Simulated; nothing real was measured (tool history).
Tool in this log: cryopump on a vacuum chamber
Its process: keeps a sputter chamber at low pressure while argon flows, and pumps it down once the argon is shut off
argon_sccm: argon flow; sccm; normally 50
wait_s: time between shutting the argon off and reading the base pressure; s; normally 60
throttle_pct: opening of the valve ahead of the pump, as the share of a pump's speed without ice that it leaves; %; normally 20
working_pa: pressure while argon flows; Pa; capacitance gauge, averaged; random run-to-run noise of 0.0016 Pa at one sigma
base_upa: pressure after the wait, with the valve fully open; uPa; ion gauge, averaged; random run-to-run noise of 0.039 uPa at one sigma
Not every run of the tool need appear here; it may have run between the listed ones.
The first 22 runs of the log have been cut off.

Run 23, day 65.112: usual settings but wait_s 144 s. Result: working_pa 0.3934 Pa, base_upa 1.20 uPa.
Run 24, day 69.167: usual settings but argon_sccm 62 sccm, wait_s 24 s, throttle_pct 21 %. Result: working_pa 0.4701 Pa, base_upa 5.45 uPa.
At day 72.608: pump warmed up, emptied and cooled again.
Run 25, day 73.258: usual settings but argon_sccm 84 sccm, wait_s 77 s, throttle_pct 21 %. Result: working_pa 0.6027 Pa, base_upa 1.88 uPa.
Run 26, day 77.129: usual settings but argon_sccm 84 sccm, wait_s 77 s, throttle_pct 21 %. Result: working_pa 0.5981 Pa, base_upa 1.85 uPa.
Run 27, day 79.275: usual settings but argon_sccm 84 sccm, wait_s 77 s, throttle_pct 21 %. Result: working_pa 0.6012 Pa, base_upa 1.87 uPa.
Run 28, day 83.438: usual settings but argon_sccm 38 sccm, throttle_pct 46 %. Result: working_pa 0.1303 Pa, base_upa 2.36 uPa.
Run 29, day 86.367: usual settings but argon_sccm 38 sccm, throttle_pct 46 %. Result: working_pa 0.1312 Pa, base_upa 2.33 uPa.
Run 30, day 90.179: usual settings but argon_sccm 43 sccm, wait_s 62 s, throttle_pct 40 %. Result: working_pa 0.1739 Pa, base_upa 2.33 uPa.
Run 31, day 93.550: usual settings but argon_sccm 43 sccm, wait_s 27 s, throttle_pct 40 %. Result: working_pa 0.1768 Pa, base_upa 4.84 uPa.
Run 32, day 96.454: usual settings but argon_sccm 55 sccm. Result: working_pa 0.4328 Pa, base_upa 2.51 uPa.
Run 33, day 100.279: usual settings but argon_sccm 55 sccm. Result: working_pa 0.4357 Pa, base_upa 2.47 uPa.
Run 34, day 102.208: usual settings but argon_sccm 55 sccm, wait_s 103 s, throttle_pct 54 %. Result: working_pa 0.1840 Pa, base_upa 1.62 uPa.

Consider 4 possible next runs. They are alternatives, not a sequence: every one starts from the tool as it was left by run 34. What does each give?
At day 104.579: pump warmed up, emptied and cooled again.
Run A, day 105.996: usual settings but throttle_pct 50 %. Result: working_pa ?, base_upa ?.
At day 104.579: pump warmed up, emptied and cooled again.
Run B, day 105.996: usual settings but argon_sccm 96 sccm, wait_s 103 s, throttle_pct 27 %. Result: working_pa ?, base_upa ?.
At day 104.579: pump warmed up, emptied and cooled again.
Run C, day 105.996: usual settings but argon_sccm 20 sccm, wait_s 23 s, throttle_pct 52 %. Result: working_pa ?, base_upa ?.
At day 104.579: pump warmed up, emptied and cooled again.
Run D, day 105.996: usual settings but argon_sccm 20 sccm, wait_s 103 s, throttle_pct 28 %. Result: working_pa ?, base_upa ?.

run  working_pa  base_upa
  A      0.1523      2.41
  B      0.5350      1.58
  C      0.0580      5.70
  D      0.1079      1.53
Stripped of hidden state, with their random variation kept, the same runs would have yielded:
run  working_pa  base_upa
  A      0.1483      2.27
  B      0.5274      1.45
  C      0.0564      5.56
  D      0.1063      1.39

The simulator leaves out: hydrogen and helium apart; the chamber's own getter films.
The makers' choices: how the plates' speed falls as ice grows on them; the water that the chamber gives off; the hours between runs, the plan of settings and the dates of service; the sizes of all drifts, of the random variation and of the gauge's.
